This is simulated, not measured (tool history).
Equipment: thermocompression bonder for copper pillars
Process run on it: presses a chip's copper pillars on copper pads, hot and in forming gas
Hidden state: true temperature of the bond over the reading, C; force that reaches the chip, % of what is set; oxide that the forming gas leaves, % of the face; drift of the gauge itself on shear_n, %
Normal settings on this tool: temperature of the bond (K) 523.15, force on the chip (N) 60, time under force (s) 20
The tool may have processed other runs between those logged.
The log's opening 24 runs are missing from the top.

run,hour,temperature of the bond (K),force on the chip (N),time under force (s),hours of work since the heater was calibrated,hours of work since the force cell was calibrated,hours of work since the gas filter was changed,force that shears a chip off (N)
25,1465.0,510.15,87,26,390,260,266,89.0
26,1502.8,510.15,87,26,416,286,292,88.2
27,1560.7,528.15,41,26,456,326,332,69.5
# hour 1619.9: forming gas filter changed
28,1620.0,523.15,68,34,497,366,0,101.6
29,1677.7,523.15,68,34,537,406,40,101.8
30,1723.4,536.15,80,59,568,438,71,117.0
31,1796.8,536.15,80,59,619,489,122,116.0
32,1851.5,536.15,80,59,657,526,160,116.9
33,1932.1,536.15,80,59,713,582,216,111.6
34,2015.8,536.15,80,59,770,640,274,112.7
35,2095.6,546.15,60,20,825,695,329,95.7
36,2143.5,523.15,86,35,859,728,362,100.2
# hour 2162.7: forming gas filter changed
37,2218.5,523.15,75,10,910,780,39,83.5
38,2253.4,496.15,81,26,934,804,63,83.8

Each row is a separate what-if for the run after 38, all from the same tool condition, not one after another. Results?
A,2310.6,506.15,65,18,974,843,102,?
B,2310.6,539.15,68,37,974,843,102,?
C,2310.6,496.15,81,29,974,843,102,?
D,2310.6,513.15,60,20,974,843,102,?

run,force that shears a chip off (N)
A,73.5
B,109.6
C,85.3
D,78.0
What these runs would have given with no unlogged condition in the tool:
run,force that shears a chip off (N)
A,69.0
B,109.8
C,80.7
D,73.8
